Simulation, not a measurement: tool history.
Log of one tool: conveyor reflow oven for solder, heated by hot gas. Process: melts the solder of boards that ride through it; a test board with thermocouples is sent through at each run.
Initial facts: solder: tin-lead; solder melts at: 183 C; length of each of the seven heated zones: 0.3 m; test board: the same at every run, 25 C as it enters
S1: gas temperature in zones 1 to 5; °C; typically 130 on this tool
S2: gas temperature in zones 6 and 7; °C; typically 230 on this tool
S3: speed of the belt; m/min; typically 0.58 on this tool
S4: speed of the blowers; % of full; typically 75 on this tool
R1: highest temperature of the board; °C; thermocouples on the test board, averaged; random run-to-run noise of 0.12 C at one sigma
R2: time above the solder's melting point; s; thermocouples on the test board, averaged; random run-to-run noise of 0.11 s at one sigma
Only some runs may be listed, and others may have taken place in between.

run   hour   S1   S2     S3  S4     R1    R2
  1      0  130  230   0.58  75  218.2  46.2
  2   10.1  130  239   0.58  75  226.1  50.7
  3   29.5  130  239   0.58  75  225.9  50.5
  4   51.7  130  239   0.58  75  226.4  50.5
  5   65.2  130  239   0.58  75    226  50.4
  6     89  130  230  0.538  75    220  51.5
  7  101.2  137  230  0.574  75  219.2  49.2
  8    113  137  232  0.574  75    221  50.4
  9  123.1  137  232  0.574  75    221  50.2
 10  144.2  130  227   0.58  90  217.9  47.1
 11  168.8  130  218  0.468  53  207.4  48.7
 12    191  130  242  0.578  53  221.8  47.7

Had the tool no unlogged condition, and each run kept its random variation, what would the results have been?
Hidden state at play: heat that the gas passes to the board, % of a clean oven's; belt's true speed, % of the reading; true gas temperature in zones 6 and 7 over the reading, C; drift of the gauge itself on peak_c, C; drift of the gauge itself on liquid_s, %.
run     R1    R2
  1  218.2  45.9
  2  226.1  50.3
  3    226  50.1
  4  226.4  50.1
  5    226    50
  6    220  51.1
  7  219.2  48.8
  8    221    50
  9    221  49.8
 10    218  46.9
 11    207    48
 12  221.7  47.1
